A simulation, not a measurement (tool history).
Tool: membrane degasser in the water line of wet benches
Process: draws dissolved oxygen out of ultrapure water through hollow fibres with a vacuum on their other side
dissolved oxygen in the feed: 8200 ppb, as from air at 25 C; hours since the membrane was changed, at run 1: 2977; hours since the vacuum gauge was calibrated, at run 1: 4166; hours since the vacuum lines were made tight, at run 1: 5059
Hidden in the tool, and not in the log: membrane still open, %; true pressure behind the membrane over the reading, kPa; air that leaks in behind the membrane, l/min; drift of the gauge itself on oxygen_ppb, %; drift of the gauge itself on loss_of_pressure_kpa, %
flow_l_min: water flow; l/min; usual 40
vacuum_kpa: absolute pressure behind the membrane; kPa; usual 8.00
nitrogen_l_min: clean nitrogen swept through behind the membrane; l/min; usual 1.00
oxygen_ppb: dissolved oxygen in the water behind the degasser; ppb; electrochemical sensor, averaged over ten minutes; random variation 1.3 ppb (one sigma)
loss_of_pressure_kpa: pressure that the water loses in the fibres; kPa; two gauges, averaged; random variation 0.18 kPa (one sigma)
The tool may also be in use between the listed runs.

run	hour	flow_l_min	vacuum_kpa	nitrogen_l_min	hours since the membrane was changed	hours since the vacuum gauge was calibrated	hours since the vacuum lines were made tight	oxygen_ppb	loss_of_pressure_kpa
1	0.0	40	8.00	1.00	2977	4166	5059	396.9	36.17
2	50.6	40	8.00	1.00	3027	4217	5109	397.1	36.32
3	157.3	57	8.00	1.00	3134	4324	5216	538.7	51.01
4	208.9	63	8.00	1.00	3186	4375	5268	583.5	56.87
5	299.3	63	8.00	1.00	3276	4466	5358	590.2	56.99
# hour 325.9: vacuum gauge calibrated
6	362.3	63	8.00	1.00	3338	36	5421	589.3	56.76
7	449.9	40	8.00	1.00	3426	124	5508	397.3	36.62
8	508.3	40	8.00	0.64	3485	182	5567	541.2	36.07
9	613.6	40	8.00	1.00	3590	288	5672	398.5	36.22
# hour 669.4: vacuum gauge calibrated, once more
10	725.2	40	8.00	1.00	3701	56	5783	387.0	36.17
11	824.5	40	8.00	1.00	3800	155	5882	390.7	36.53
12	935.7	40	8.00	1.00	3911	266	5993	390.9	36.40
13	1024.5	40	16.10	2.43	4000	355	6082	480.2	36.40
14	1072.1	40	16.10	2.43	4048	403	6130	480.5	36.61
15	1144.2	34	5.90	1.07	4120	475	6202	189.3	30.51
16	1212.0	58	11.01	1.07	4188	543	6270	785.7	53.12
17	1300.7	40	16.67	1.00	4276	631	6358	993.2	36.55
18	1398.5	40	16.67	1.00	4374	729	6456	992.0	36.39
19	1459.7	58	9.75	0.42	4435	790	6517	1164.3	53.00

5 ways to go on from here, each from the tool as it stands after run 19. What would each give?
A	1544.9	40	8.00	1.33	4521	876	6603	?	?
B	1544.9	55	5.93	0.42	4521	876	6603	?	?
C	1544.9	26	5.20	1.66	4521	876	6603	?	?
D	1544.9	31	13.44	0.86	4521	876	6603	?	?
E	1544.9	24	8.00	1.00	4521	876	6603	?	?

run	oxygen_ppb	loss_of_pressure_kpa
A	317.2	36.61
B	520.0	50.05
C	77.4	23.67
D	711.0	28.45
E	252.5	21.94
Without the tool's hidden state the same runs would have given:
run	oxygen_ppb	loss_of_pressure_kpa
A	311.0	35.47
B	511.0	48.49
C	74.6	22.92
D	705.8	27.56
E	248.5	21.26
